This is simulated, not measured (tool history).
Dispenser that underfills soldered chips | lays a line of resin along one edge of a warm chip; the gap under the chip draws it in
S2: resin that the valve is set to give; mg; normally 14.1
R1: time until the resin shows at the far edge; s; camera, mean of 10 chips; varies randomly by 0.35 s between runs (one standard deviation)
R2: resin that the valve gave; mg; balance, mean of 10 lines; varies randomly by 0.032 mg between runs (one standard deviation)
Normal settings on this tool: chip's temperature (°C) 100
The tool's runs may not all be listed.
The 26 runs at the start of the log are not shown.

-- day=5.317 new syringe of resin
run 27 day=5.321 | chip's_temperature_(°C)=90 S2=15.4 | R1=24.4 R2=15.18
run 28 day=5.633 | chip's_temperature_(°C)=100 S2=17.1 | R1=22.1 R2=16.89
run 29 day=5.917 | chip's_temperature_(°C)=100 S2=17.1 | R1=30.3 R2=16.83
run 30 day=6.042 | chip's_temperature_(°C)=91 S2=14.4 | R1=52.6 R2=14.1
-- day=6.133 new syringe of resin
run 31 day=6.271 | chip's_temperature_(°C)=111 S2=14.6 | R1=12.3 R2=14.35
run 32 day=6.579 | chip's_temperature_(°C)=111 S2=14.6 | R1=17.1 R2=14.23
run 33 day=6.712 | chip's_temperature_(°C)=97 S2=14.6 | R1=34.6 R2=14.3
-- day=6.962 new syringe of resin
run 34 day=7.033 | chip's_temperature_(°C)=114 S2=17.9 | R1=9.8 R2=17.5
run 35 day=7.233 | chip's_temperature_(°C)=112 S2=17.9 | R1=13 R2=17.43

Predict each of these 3 candidate next runs independently; none follows another, all start after run 35:
-- day=7.562 dispensing valve cleaned and set on the balance
run A day=7.579 | chip's_temperature_(°C)=100 S2=16.9 | R1=? R2=?
-- day=7.562 dispensing valve cleaned and set on the balance
run B day=7.579 | chip's_temperature_(°C)=114 S2=17.5 | R1=? R2=?
-- day=7.562 dispensing valve cleaned and set on the balance
run C day=7.579 | chip's_temperature_(°C)=86 S2=17.8 | R1=? R2=?

run=A R1=30.6 R2=16.88
run=B R1=16.5 R2=17.41
run=C R1=52.4 R2=17.81
Take away the tool's hidden state, keep each run's random variation, and the runs would have read:
run=A R1=17.5 R2=16.89
run=B R1=9.1 R2=17.42
run=C R1=29.5 R2=17.82
